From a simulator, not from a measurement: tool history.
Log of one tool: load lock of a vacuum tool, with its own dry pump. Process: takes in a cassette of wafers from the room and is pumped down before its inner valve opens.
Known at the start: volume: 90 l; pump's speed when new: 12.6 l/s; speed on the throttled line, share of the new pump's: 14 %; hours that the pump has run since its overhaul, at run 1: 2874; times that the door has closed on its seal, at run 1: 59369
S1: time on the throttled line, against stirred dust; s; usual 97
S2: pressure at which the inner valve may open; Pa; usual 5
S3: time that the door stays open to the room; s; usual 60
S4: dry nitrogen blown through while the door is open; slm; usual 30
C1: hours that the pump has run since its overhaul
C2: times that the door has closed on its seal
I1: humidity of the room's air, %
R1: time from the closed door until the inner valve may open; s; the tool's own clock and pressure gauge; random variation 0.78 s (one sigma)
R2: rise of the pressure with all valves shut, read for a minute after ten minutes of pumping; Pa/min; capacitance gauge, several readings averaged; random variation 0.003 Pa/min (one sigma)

run    hour   S1  S2   S3  S4    C1     C2    I1     R1     R2
  1     0.0   97   5   60  30  2874  59369  47.6  156.0  0.439
  2   136.1   97   5   60  30  3010  59931  44.1  157.7  0.446
  3   209.0   97   5   60  30  3083  60231  44.6  156.9  0.442
  4   270.6   97   5   60  30  3145  60485  41.7  157.2  0.448
  5   333.2   97   5   60  30  3207  60744  45.0  156.9  0.454
  6   423.2   97   5   60  30  3297  61115  40.5  157.3  0.453
  7   519.7   97   5   60  30  3394  61513  46.7  156.8  0.471
  8   600.4  129   5   60  30  3474  61846  45.2  183.1  0.471
  9   706.9  129   5   60  30  3581  62285  43.3  183.0  0.480
 10   785.0  129   5   60  30  3659  62607  42.2  183.3  0.477
 11   840.9   97   5   60  30  3715  62838  45.2  157.5  0.482
 12   903.8   97   5  164  30  3778  63097  45.8  158.3  0.478
 13  1001.8   97   5  164  30  3876  63501  43.1  158.0  0.489
 14  1066.8   97   5  164  30  3941  63769  45.5  159.1  0.498
 15  1185.3   97   5  164  30  4059  64258  47.9  157.9  0.508
 16  1282.3   97   5  164  30  4156  64658  44.9  158.1  0.508
 17  1406.9   97   5   60  30  4281  65172  47.7  158.2  0.513
 18  1539.8   97   5   25  30  4414  65720  46.2  158.4  0.510
 19  1609.5   97   4   47  36  4483  66008  39.4  159.3  0.520
 20  1674.4   55   7   96   6  4548  66275  45.9  119.0  0.541
 21  1802.1   97   5   32  30  4676  66802  43.7  157.9  0.537
 22  1870.3   97   5   32  30  4744  67083  45.4  157.9  0.533
 23  1949.5  115   5   60  30  4823  67410  43.2  174.1  0.526
 24  2075.1  104   7   60  30  4949  67928  43.3  162.4  0.546
     2174.0  -- door's seal changed, seat wiped
 25  2174.0  104   7   60  30  5046      0  43.9  160.7  0.015
 26  2301.9  169   8   29   9  5174    527  45.3  215.7  0.018
 27  2361.2  169   8   29   9  5234    772  44.8  215.2  0.021
 28  2473.4  169   8   29   9  5346   1235  49.4  215.1  0.028
 29  2554.3   97   5   33  30  5427   1568  41.8  158.3  0.012
 30  2612.4   97   4   46  15  5485   1808  49.0  161.0  0.024
 31  2700.4   97   4   46  15  5573   2171  40.3  161.2  0.022
 32  2772.4   97   4   46  15  5645   2468  43.6  160.2  0.029
 33  2833.7   97   4   46  15  5706   2721  44.1  159.0  0.031
 34  2936.3  188   5  122  30  5809   3144  37.0  236.0  0.023
 35  3042.7   99   5   35  15  5915   3583  43.6  160.5  0.030
 36  3100.2   97   7   77  30  5973   3820  46.3  155.5  0.022

Hidden state or all else? Some run-to-run changes of R1, split into what the settings, what came in and random variation would give without the hidden state, and what is left for the hidden state (with any gauge scatter that isn't in both results):
The hidden state here: pump's speed, % of a new pump's; leak at the door's seal, Pa l/s; drift of the gauge itself on ready_s, %; drift of the gauge itself on rise_pa_min, %.
Run 28 -> 29: S1 169 -> 97, S2 8 -> 5, S3 29 -> 33, S4 9 -> 30. R1 -56.8 s: hidden state +0.9, all else -57.7.
Run 33 -> 34: S1 97 -> 188, S2 4 -> 5, S3 46 -> 122, S4 15 -> 30. R1 +77.0 s: hidden state -1.0, all else +78.0.
Run 34 -> 35: S1 188 -> 99, S3 122 -> 35, S4 30 -> 15. R1 -75.5 s: hidden state +0.9, all else -76.4.
